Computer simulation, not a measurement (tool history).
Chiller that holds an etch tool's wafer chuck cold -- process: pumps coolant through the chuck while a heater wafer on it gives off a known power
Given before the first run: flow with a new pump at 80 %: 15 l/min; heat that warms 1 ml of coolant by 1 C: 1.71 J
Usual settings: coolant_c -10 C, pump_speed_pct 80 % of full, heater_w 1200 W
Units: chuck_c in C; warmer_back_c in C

run	day	coolant_c	pump_speed_pct	heater_w	chuck_c	warmer_back_c
1	0.000	-10	80	1200	-1.2	2.99
2	5.038	-10	80	1200	-1.3	2.92
3	10.742	-10	80	1200	-1.2	2.92
4	14.858	-10	80	1200	-0.9	2.92
5	19.529	-1	80	1200	8.0	2.95
6	23.221	-1	80	1200	8.1	2.98
7	26.292	-1	80	1200	8.1	2.98
8	30.662	-1	80	1200	8.2	2.94
9	36.167	-1	92	1200	7.4	2.57
10	38.858	-1	92	1200	7.6	2.56
11	44.258	-10	80	1200	-0.6	3.03
12	47.800	-10	66	1200	0.2	3.77
13	50.833	-10	80	1346	0.4	3.38
# day 51.396: chiller's thermometer calibrated
14	56.133	-10	80	1346	0.7	3.41
15	58.992	0	80	1200	9.6	3.07
16	63.012	0	80	1200	9.5	3.10
17	65.608	-4	66	1678	10.5	5.22
18	70.325	-10	87	1200	-0.9	2.79
# day 72.358: chiller's thermometer calibrated, once more
19	75.108	-7	76	1020	1.2	2.72
20	78.096	-7	63	1020	2.3	3.41
21	82.817	-7	63	1020	2.3	3.32
22	88.112	-7	63	1020	2.4	3.44
23	92.608	-7	63	1020	2.3	3.46
24	95.650	-14	64	1200	-2.9	3.93
25	101.292	-8	87	651	-3.0	1.51
26	107.112	-17	81	651	-11.8	1.72
27	112.192	-9	79	1155	0.6	3.06
28	114.917	-9	95	1197	0.0	2.62
29	117.583	-19	80	1200	-9.2	3.14
30	121.129	-4	78	695	1.9	1.86
31	125.738	-4	78	695	1.9	1.85
32	130.992	-10	65	1709	6.0	5.61

4 ways to go on from here, each from the tool as it stands after run 32. What would each give?
A	135.196	-15	99	739	?	?
B	135.196	-10	66	1077	?	?
C	135.196	-4	65	1685	?	?
D	135.196	-15	87	676	?	?

run	chuck_c	warmer_back_c
A	-9.3	1.54
B	0.3	3.42
C	11.7	5.55
D	-9.9	1.65
Stripped of hidden state, with their random variation kept, the same runs would have yielded:
run	chuck_c	warmer_back_c
A	-10.3	1.36
B	-1.4	3.03
C	9.2	4.92
D	-10.9	1.46

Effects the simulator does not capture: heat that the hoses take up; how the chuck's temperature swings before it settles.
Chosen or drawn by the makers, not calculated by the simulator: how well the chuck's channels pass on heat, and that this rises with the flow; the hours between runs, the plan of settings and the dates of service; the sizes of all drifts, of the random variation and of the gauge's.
